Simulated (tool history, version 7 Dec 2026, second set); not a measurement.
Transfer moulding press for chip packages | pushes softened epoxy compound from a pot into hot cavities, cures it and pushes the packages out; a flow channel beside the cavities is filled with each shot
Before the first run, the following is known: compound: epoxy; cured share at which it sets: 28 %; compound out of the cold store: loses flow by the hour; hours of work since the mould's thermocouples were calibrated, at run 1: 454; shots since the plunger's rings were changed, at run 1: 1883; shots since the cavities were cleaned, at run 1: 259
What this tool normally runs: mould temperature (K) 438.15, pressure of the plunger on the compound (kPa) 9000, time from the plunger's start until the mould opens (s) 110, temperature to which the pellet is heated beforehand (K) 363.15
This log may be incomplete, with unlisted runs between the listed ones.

run,hour,mould temperature (K),pressure of the plunger on the compound (kPa),time from the plunger's start until the mould opens (s),temperature to which the pellet is heated beforehand (K),hours of work since the mould's thermocouples were calibrated,shots since the plunger's rings were changed,shots since the cavities were cleaned,incoming compound's hours out of the cold store,length that the compound runs in the flow channel (mm),greatest force on the pins that push the packages out (N)
1,0,438.15,9000,110,363.15,454,1883,259,23.2,612,617
2,9.2,438.15,9000,110,363.15,461,1988,364,45.6,512,623
3,16.9,438.15,9000,101,363.15,466,2077,453,40.3,547,773
# hour 23.1: cavities cleaned with cleaning compound and waxed
4,28.9,438.15,9000,110,363.15,474,2198,66,17.1,630,558
5,42.3,438.15,9000,110,363.15,484,2352,220,45.3,522,571
6,55.8,438.15,9000,110,363.15,493,2507,375,12.2,650,675
7,64.8,438.15,9000,110,363.15,500,2611,479,27.2,585,713
# hour 69.1: cavities cleaned with cleaning compound and waxed
8,79.4,440.15,10720,110,363.15,509,2761,118,47.4,557,513
9,86.8,438.15,8120,110,363.15,515,2846,203,13.5,610,624
10,102.5,438.15,8270,92,353.15,526,3027,384,26.7,559,990
# hour 114.6: cavities cleaned with cleaning compound and waxed
11,116.5,439.15,7090,92,353.15,535,3170,21,9.1,583,782
12,129.7,445.15,9000,110,371.15,544,3322,173,35.9,535,464
13,140,445.15,9000,110,371.15,552,3440,291,37.6,520,507
14,151.4,445.15,9000,110,371.15,560,3571,422,11.4,638,554

5 options for the next run, each taken on its own from the tool as it stands now. Forecast them:
# hour 160.7: cavities cleaned with cleaning compound and waxed
A,160.9,438.15,9000,128,359.15,566,3663,2,22.6,?,?
# hour 160.7: cavities cleaned with cleaning compound and waxed
B,160.9,430.15,9000,110,372.15,566,3663,2,19.9,?,?
# hour 160.7: cavities cleaned with cleaning compound and waxed
C,160.9,445.15,7050,110,371.15,566,3663,2,43.3,?,?
# hour 160.7: cavities cleaned with cleaning compound and waxed
D,160.9,438.15,8680,110,363.15,566,3663,2,10.7,?,?
# hour 160.7: cavities cleaned with cleaning compound and waxed
E,160.9,438.15,10820,128,363.15,566,3663,2,40.7,?,?

run,length that the compound runs in the flow channel (mm),greatest force on the pins that push the packages out (N)
A,600,429
B,625,855
C,451,417
D,633,535
E,582,429
With no hidden state in the tool, these same runs would have given:
run,length that the compound runs in the flow channel (mm),greatest force on the pins that push the packages out (N)
A,629,429
B,655,888
C,472,411
D,664,550
E,610,427

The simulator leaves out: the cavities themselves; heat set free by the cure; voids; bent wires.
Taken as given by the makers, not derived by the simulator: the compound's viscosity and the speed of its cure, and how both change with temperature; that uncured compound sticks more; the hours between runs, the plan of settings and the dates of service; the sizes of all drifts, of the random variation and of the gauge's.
